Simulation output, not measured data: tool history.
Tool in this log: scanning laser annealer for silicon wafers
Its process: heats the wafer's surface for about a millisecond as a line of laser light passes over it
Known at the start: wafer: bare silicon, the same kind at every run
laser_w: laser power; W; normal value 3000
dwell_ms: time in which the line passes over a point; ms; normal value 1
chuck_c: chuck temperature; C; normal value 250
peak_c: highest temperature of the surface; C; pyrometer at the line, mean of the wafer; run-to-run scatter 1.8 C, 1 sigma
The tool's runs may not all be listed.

run 1 hour=0 | laser_w=3000 dwell_ms=1 chuck_c=250 | peak_c=1024
run 2 hour=17.2 | laser_w=3000 dwell_ms=1 chuck_c=250 | peak_c=1025
run 3 hour=30.7 | laser_w=3000 dwell_ms=1 chuck_c=250 | peak_c=1020
run 4 hour=44.9 | laser_w=3000 dwell_ms=1 chuck_c=250 | peak_c=1021
run 5 hour=52.7 | laser_w=3000 dwell_ms=1 chuck_c=250 | peak_c=1026
run 6 hour=67.2 | laser_w=3000 dwell_ms=1 chuck_c=250 | peak_c=1025

What does the tool deliver on the next run?
run 7 hour=79.1 | laser_w=2646 dwell_ms=1 chuck_c=250 | peak_c=?

{"run 7": {"peak_c": 927}}
Were there no unlogged condition in the tool, this run, its random variation unchanged, would have produced peak_c 942 C.

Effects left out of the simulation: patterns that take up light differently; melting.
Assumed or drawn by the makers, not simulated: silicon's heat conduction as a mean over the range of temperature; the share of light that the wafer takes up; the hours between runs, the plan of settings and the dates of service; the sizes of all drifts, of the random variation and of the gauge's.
